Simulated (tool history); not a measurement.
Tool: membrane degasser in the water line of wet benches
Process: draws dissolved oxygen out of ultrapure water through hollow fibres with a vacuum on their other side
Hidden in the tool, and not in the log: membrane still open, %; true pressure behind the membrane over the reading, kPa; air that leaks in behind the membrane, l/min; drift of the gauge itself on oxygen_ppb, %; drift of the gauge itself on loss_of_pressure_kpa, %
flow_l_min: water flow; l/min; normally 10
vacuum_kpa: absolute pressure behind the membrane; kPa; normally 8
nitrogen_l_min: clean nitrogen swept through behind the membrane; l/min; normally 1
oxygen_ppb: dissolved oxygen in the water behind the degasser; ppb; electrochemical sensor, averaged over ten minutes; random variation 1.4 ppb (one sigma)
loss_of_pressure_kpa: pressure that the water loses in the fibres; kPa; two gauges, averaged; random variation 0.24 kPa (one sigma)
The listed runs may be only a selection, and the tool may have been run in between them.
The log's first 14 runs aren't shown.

| run | day | flow_l_min | vacuum_kpa | nitrogen_l_min | hours since the membrane was changed | hours since the vacuum gauge was calibrated | hours since the vacuum lines were made tight | oxygen_ppb | loss_of_pressure_kpa |
|---|---|---|---|---|---|---|---|---|---|
| 15 | 52.967 | 10 | 8.67 | 1 | 4325 | 4108 | 3176 | 165.5 | 66.02 |
| 16 | 55.271 | 10 | 8.67 | 0.65 | 4380 | 4163 | 3232 | 231.2 | 65.01 |
| 17 | 58.288 | 11 | 5.64 | 1.11 | 4453 | 4235 | 3304 | 104 | 71.52 |
| 18 | 60.521 | 11 | 19.6 | 2.07 | 4506 | 4289 | 3357 | 255.8 | 71.8 |
| 19 | 63.121 | 10 | 19.6 | 0.72 | 4569 | 4351 | 3420 | 550.2 | 65.33 |
| 20 | 66.908 | 10 | 19.6 | 0.72 | 4660 | 4442 | 3511 | 541.5 | 65.26 |
| 21 | 69.954 | 10 | 19.6 | 0.72 | 4733 | 4515 | 3584 | 540.8 | 65.47 |
| 22 | 72.592 | 10 | 13.94 | 0.65 | 4796 | 4579 | 3647 | 409.7 | 65.97 |
| 23 | 75.85 | 12 | 17.88 | 0.6 | 4874 | 4657 | 3725 | 679.2 | 78.42 |
| 24 | 78.546 | 12 | 17.88 | 0.6 | 4939 | 4722 | 3790 | 668.3 | 78.88 |
| 25 | 80.729 | 12 | 17.88 | 0.6 | 4991 | 4774 | 3843 | 670.4 | 79.06 |
| 26 | 83.458 | 12 | 17.88 | 0.6 | 5057 | 4840 | 3908 | 663 | 78.72 |
|  | 87.379 | vacuum gauge calibrated |
| 27 | 88.1 | 8 | 12.22 | 2.38 | 5168 | 17 | 4019 | 98.3 | 53.08 |
| 28 | 92.942 | 10 | 13.65 | 2.59 | 5284 | 133 | 4135 | 138.2 | 65.95 |
| 29 | 96.679 | 6 | 14.99 | 2.24 | 5374 | 223 | 4225 | 92.6 | 39.76 |
| 30 | 98.888 | 8 | 14.99 | 2.3 | 5427 | 276 | 4278 | 125.8 | 52.84 |
| 31 | 101.296 | 8 | 14.99 | 2.3 | 5484 | 334 | 4336 | 126.8 | 52.73 |
| 32 | 105.529 | 10 | 12.46 | 0.43 | 5586 | 436 | 4437 | 503.1 | 65.79 |

Alternative continuations, all from the tool just after run 32; predict every row:
| A | 109.454 | 9 | 8 | 1 | 5680 | 530 | 4531 | ? | ? |
| B | 109.454 | 8 | 13.07 | 0.95 | 5680 | 530 | 4531 | ? | ? |
| C | 109.454 | 10 | 8 | 0.86 | 5680 | 530 | 4531 | ? | ? |
| D | 109.454 | 9 | 19.76 | 1.31 | 5680 | 530 | 4531 | ? | ? |

| run | oxygen_ppb | loss_of_pressure_kpa |
|---|---|---|
| A | 135.7 | 59.38 |
| B | 223.3 | 52.96 |
| C | 170.6 | 66.47 |
| D | 303 | 59.49 |
Take away the tool's hidden state, keep each run's random variation, and the runs would have read:
| run | oxygen_ppb | loss_of_pressure_kpa |
|---|---|---|
| A | 124 | 56.7 |
| B | 208 | 50.57 |
| C | 156.9 | 63.49 |
| D | 283.6 | 56.82 |
